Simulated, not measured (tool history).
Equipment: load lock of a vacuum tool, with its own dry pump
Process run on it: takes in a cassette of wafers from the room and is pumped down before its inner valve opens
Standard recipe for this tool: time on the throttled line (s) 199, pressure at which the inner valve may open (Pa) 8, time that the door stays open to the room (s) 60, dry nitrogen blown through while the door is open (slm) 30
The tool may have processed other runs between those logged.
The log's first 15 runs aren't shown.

run,hour,time on the throttled line (s),pressure at which the inner valve may open (Pa),time that the door stays open to the room (s),dry nitrogen blown through while the door is open (slm),"incoming humidity of the room's air, %",time from the closed door until the inner valve may open (s),rise of the pressure with all valves shut (Pa/min)
# hour 6885.2: dry pump taken out, an overhauled one fitted
16,7001.5,199,13,60,30,44.4,307.8,0.036
17,7423.6,199,13,60,30,42.4,306.6,0.037
# hour 7468.6: door's seal changed, seat wiped
18,7757.4,199,8,60,5,44.3,313.8,0.063
19,8264.7,199,8,60,5,41.8,313.1,0.052
20,8712.4,183,8,60,10,44.2,297.3,0.056
21,9335.5,199,13,154,30,43.6,306.8,0.065
22,9720.0,218,14,154,30,45.5,321.8,0.068
23,10039.5,134,12,60,30,43.5,247.6,0.033
24,10478.4,199,8,60,22,46.7,313.6,0.045
25,11066.1,199,8,60,22,47.2,314.4,0.045
26,11360.0,339,7,60,13,42.0,439.7,0.042
27,11894.7,199,6,60,22,46.2,316.6,0.040
28,12508.7,163,8,44,35,46.2,282.3,0.032
29,12934.8,234,8,120,30,43.7,347.5,0.062
30,13307.7,276,8,119,30,47.6,382.3,0.065
31,13934.4,276,8,119,30,44.3,382.7,0.068
32,14516.7,112,8,91,30,45.8,232.1,0.047
# hour 14928.9: door's seal changed, seat wiped
33,15022.1,112,8,91,30,42.9,232.8,0.048
34,15338.7,251,8,29,30,46.4,359.3,0.029
35,15821.1,251,8,195,30,43.9,361.7,0.080
36,16441.8,339,12,128,30,42.4,436.4,0.063

Each row is a separate what-if for the run after 36, all from the same tool condition, not one after another. Results?
A,16825.3,199,7,60,30,45.4,?,?
B,16825.3,199,8,60,10,43.5,?,?
C,16825.3,239,10,60,30,47.5,?,?
D,16825.3,339,11,128,30,41.5,?,?
E,16825.3,339,8,39,26,47.8,?,?

run,time from the closed door until the inner valve may open (s),rise of the pressure with all valves shut (Pa/min)
A,315.0,0.041
B,313.9,0.053
C,349.2,0.044
D,436.5,0.055
E,441.7,0.025
Take away the tool's hidden state, keep each run's random variation, and the runs would have read:
run,time from the closed door until the inner valve may open (s),rise of the pressure with all valves shut (Pa/min)
A,314.9,0.041
B,313.8,0.053
C,349.1,0.044
D,436.4,0.054
E,441.6,0.025
